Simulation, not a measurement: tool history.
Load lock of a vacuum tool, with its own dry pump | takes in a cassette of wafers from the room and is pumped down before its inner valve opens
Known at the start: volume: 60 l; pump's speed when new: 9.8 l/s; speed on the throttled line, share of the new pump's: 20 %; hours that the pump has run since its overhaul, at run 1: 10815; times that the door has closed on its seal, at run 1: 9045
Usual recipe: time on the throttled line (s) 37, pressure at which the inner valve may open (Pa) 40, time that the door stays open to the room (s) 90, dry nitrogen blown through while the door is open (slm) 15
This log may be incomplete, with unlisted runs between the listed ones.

run    hour  time on the throttled line (s)  pressure at which the inner valve may open (Pa)  time that the door stays open to the room (s)  dry nitrogen blown through while the door is open (slm)  hours that the pump has run since its overhaul  times that the door has closed on its seal  incoming humidity of the room's air, %  time from the closed door until the inner valve may open (s)  rise of the pressure with all valves shut (Pa/min)
  1       0                              37                                               40                                             90                                                       15                                           10815                                        9045                                    45.2                                                          80.9                                               0.061
  2   296.4                              37                                               40                                             90                                                       15                                           11111                                        9479                                    43.5                                                          81.6                                               0.065
  3   802.5                              37                                               40                                             59                                                       15                                           11617                                       10221                                    48.5                                                          81.8                                                0.06
  4    1215                              37                                               40                                             59                                                       15                                           12030                                       10825                                    46.4                                                          82.2                                               0.063
  5    1699                              37                                               40                                             59                                                       15                                           12514                                       11535                                    43.1                                                          81.3                                               0.058
  6  1978.8                              37                                               40                                             59                                                       15                                           12794                                       11945                                    44.2                                                          80.9                                               0.062
  7  2385.1                              37                                               40                                            131                                                       15                                           13200                                       12540                                      44                                                          82.3                                                0.08
  8    2902                              25                                               40                                             90                                                       26                                           13717                                       13297                                    41.5                                                          73.4                                               0.062

For run 9, what comes out?
  9  3264.6                              25                                               40                                             90                                                       26                                           14079                                       13829                                    44.3                                                             ?                                                   ?

time from the closed door until the inner valve may open (s): 73.1
rise of the pressure with all valves shut (Pa/min): 0.064
On a tool with no hidden condition, and with the same random variation, this run would have come out at time from the closed door until the inner valve may open (s) 67.7, rise of the pressure with all valves shut (Pa/min) 0.03.

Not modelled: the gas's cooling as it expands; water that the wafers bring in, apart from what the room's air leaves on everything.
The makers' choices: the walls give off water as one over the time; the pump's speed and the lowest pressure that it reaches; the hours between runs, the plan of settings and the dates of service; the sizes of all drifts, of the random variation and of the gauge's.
